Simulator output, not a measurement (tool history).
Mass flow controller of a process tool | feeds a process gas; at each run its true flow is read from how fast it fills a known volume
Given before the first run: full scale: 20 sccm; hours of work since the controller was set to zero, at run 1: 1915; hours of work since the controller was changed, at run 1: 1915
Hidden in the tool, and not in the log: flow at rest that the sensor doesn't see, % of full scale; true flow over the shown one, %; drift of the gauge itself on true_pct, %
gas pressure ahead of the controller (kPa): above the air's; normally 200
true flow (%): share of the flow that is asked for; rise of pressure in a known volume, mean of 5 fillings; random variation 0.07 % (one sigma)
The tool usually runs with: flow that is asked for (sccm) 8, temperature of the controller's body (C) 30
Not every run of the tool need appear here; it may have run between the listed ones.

| run | hour | flow that is asked for (sccm) | gas pressure ahead of the controller (kPa) | temperature of the controller's body (C) | hours of work since the controller was set to zero | hours of work since the controller was changed | true flow (%) |
|---|---|---|---|---|---|---|---|
| 1 | 0 | 8 | 200 | 30 | 1915 | 1915 | 101.28 |
| 2 | 79 | 5 | 200 | 30 | 1966 | 1966 | 101.86 |
| 3 | 175.4 | 8 | 270 | 30 | 2028 | 2028 | 101.2 |
| 4 | 262.6 | 8 | 270 | 30 | 2084 | 2084 | 101.37 |
| 5 | 380.9 | 4 | 200 | 30 | 2160 | 2160 | 102.86 |
| 6 | 475.8 | 8 | 213 | 30 | 2222 | 2222 | 101.7 |
| 7 | 534.4 | 8 | 200 | 30 | 2260 | 2260 | 101.64 |
| 8 | 594.2 | 8 | 200 | 30 | 2298 | 2298 | 101.91 |
| 9 | 679.5 | 8 | 200 | 30 | 2353 | 2353 | 101.83 |
| 10 | 800.2 | 8 | 200 | 30 | 2431 | 2431 | 101.92 |
| 11 | 861.2 | 8 | 200 | 30 | 2470 | 2470 | 102.11 |
|  | 872.5 | controller's zero set anew |
| 12 | 952 | 8 | 200 | 30 | 51 | 2529 | 102.78 |
| 13 | 1041.9 | 15 | 146 | 34 | 109 | 2587 | 102.45 |
| 14 | 1129.8 | 10 | 141 | 34 | 166 | 2643 | 102.95 |
| 15 | 1201.7 | 16 | 200 | 29 | 212 | 2690 | 102.57 |
| 16 | 1297.2 | 6 | 214 | 38 | 274 | 2752 | 103.68 |
| 17 | 1367.7 | 5 | 276 | 28 | 320 | 2797 | 104.16 |
| 18 | 1421.6 | 11 | 200 | 31 | 354 | 2832 | 102.73 |
| 19 | 1497.6 | 2 | 235 | 27 | 403 | 2881 | 110.37 |
|  | 1554.6 | controller's zero set anew, once more |
| 20 | 1613.1 | 5 | 235 | 23 | 38 | 2955 | 100.31 |

Run 21, settings as shown, results not yet in. Your forecast:
| 21 | 1701.4 | 5 | 235 | 23 | 95 | 3012 | ? |

true flow (%): 100.39
Minus the tool's unlogged condition, the same run would have read true flow (%) 98.39.
